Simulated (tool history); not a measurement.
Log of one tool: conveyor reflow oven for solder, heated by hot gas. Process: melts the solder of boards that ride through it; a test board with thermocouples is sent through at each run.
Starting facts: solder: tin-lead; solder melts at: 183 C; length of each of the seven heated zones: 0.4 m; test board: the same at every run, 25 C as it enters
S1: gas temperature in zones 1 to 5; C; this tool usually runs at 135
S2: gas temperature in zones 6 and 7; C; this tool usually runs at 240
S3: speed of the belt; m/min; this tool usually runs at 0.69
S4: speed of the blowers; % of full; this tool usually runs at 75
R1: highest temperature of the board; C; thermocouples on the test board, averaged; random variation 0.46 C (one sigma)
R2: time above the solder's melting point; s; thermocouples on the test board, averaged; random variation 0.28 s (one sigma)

run 1 hour=0 | S1=135 S2=240 S3=0.69 S4=75 | R1=223.4 R2=55.7
run 2 hour=49.5 | S1=135 S2=240 S3=0.69 S4=75 | R1=221.7 R2=55.8
run 3 hour=98.1 | S1=135 S2=240 S3=0.69 S4=68 | R1=220.1 R2=54.2
run 4 hour=130.2 | S1=135 S2=240 S3=0.69 S4=68 | R1=220 R2=54.8
-- hour=142.4 flux residue cleaned out of gas plates and filters
run 5 hour=159 | S1=135 S2=240 S3=0.671 S4=75 | R1=222.9 R2=57.2
run 6 hour=181.6 | S1=135 S2=240 S3=0.669 S4=75 | R1=222.5 R2=57.3
run 7 hour=224 | S1=135 S2=240 S3=0.669 S4=75 | R1=222.9 R2=57.3
run 8 hour=261.6 | S1=135 S2=240 S3=0.742 S4=75 | R1=219.1 R2=49.6
run 9 hour=292.4 | S1=135 S2=240 S3=0.595 S4=75 | R1=223.8 R2=67.5
run 10 hour=324 | S1=135 S2=240 S3=0.595 S4=75 | R1=224.1 R2=67.8
run 11 hour=353.6 | S1=135 S2=240 S3=0.689 S4=75 | R1=220.8 R2=55.2
-- hour=373 flux residue cleaned out of gas plates and filters, once more
-- hour=390.8 belt drive overhauled, speed set with a stopwatch
run 12 hour=405.2 | S1=135 S2=240 S3=0.689 S4=75 | R1=220.7 R2=54.4
run 13 hour=455.1 | S1=135 S2=240 S3=0.689 S4=75 | R1=220.1 R2=54.6
run 14 hour=486.3 | S1=135 S2=240 S3=0.689 S4=75 | R1=221 R2=54.1
-- hour=506.9 thermocouples of zones 6 and 7 changed
run 15 hour=515.4 | S1=124 S2=240 S3=0.689 S4=75 | R1=222.5 R2=52.2
run 16 hour=552.5 | S1=142 S2=236 S3=0.612 S4=73 | R1=224.5 R2=66.4
run 17 hour=595.6 | S1=122 S2=245 S3=0.69 S4=75 | R1=226.7 R2=53.9
-- hour=638 flux residue cleaned out of gas plates and filters
run 18 hour=649.3 | S1=149 S2=246 S3=0.826 S4=54 | R1=220.4 R2=47.3
run 19 hour=684.4 | S1=149 S2=240 S3=0.69 S4=75 | R1=225.2 R2=62.5
run 20 hour=728.2 | S1=149 S2=240 S3=0.69 S4=75 | R1=226 R2=62
run 21 hour=758.4 | S1=149 S2=242 S3=0.798 S4=75 | R1=223.3 R2=51.5
run 22 hour=804.5 | S1=149 S2=242 S3=0.798 S4=75 | R1=223.3 R2=51.5
run 23 hour=849.7 | S1=148 S2=242 S3=0.798 S4=75 | R1=223.5 R2=51.7
-- hour=897.6 flux residue cleaned out of gas plates and filters
run 24 hour=907.8 | S1=148 S2=242 S3=0.798 S4=75 | R1=223.3 R2=52
run 25 hour=957.5 | S1=148 S2=242 S3=0.798 S4=75 | R1=222.9 R2=51.6
run 26 hour=989.7 | S1=135 S2=240 S3=0.666 S4=56 | R1=220.4 R2=56.2
run 27 hour=1024.4 | S1=135 S2=241 S3=0.618 S4=63 | R1=225.3 R2=64.3
run 28 hour=1065.5 | S1=135 S2=241 S3=0.618 S4=63 | R1=225.5 R2=64.3
run 29 hour=1089.8 | S1=120 S2=244 S3=0.795 S4=66 | R1=216.8 R2=40
run 30 hour=1141.8 | S1=120 S2=244 S3=0.795 S4=66 | R1=215.8 R2=40

Alternative continuations, all from the tool just after run 30; predict every row:
-- hour=1155.1 flux residue cleaned out of gas plates and filters
run A hour=1175.3 | S1=135 S2=240 S3=0.643 S4=75 | R1=? R2=?
-- hour=1155.1 flux residue cleaned out of gas plates and filters
run B hour=1175.3 | S1=135 S2=248 S3=0.69 S4=75 | R1=? R2=?
-- hour=1155.1 flux residue cleaned out of gas plates and filters
run C hour=1175.3 | S1=135 S2=240 S3=0.621 S4=75 | R1=? R2=?

run=A R1=225.1 R2=62.4
run=B R1=230.6 R2=61.1
run=C R1=226.2 R2=65.1
With the hidden condition removed and each run's random variation left untouched, the same runs would have given:
run=A R1=226.5 R2=61.9
run=B R1=231.9 R2=60.6
run=C R1=227.6 R2=64.6
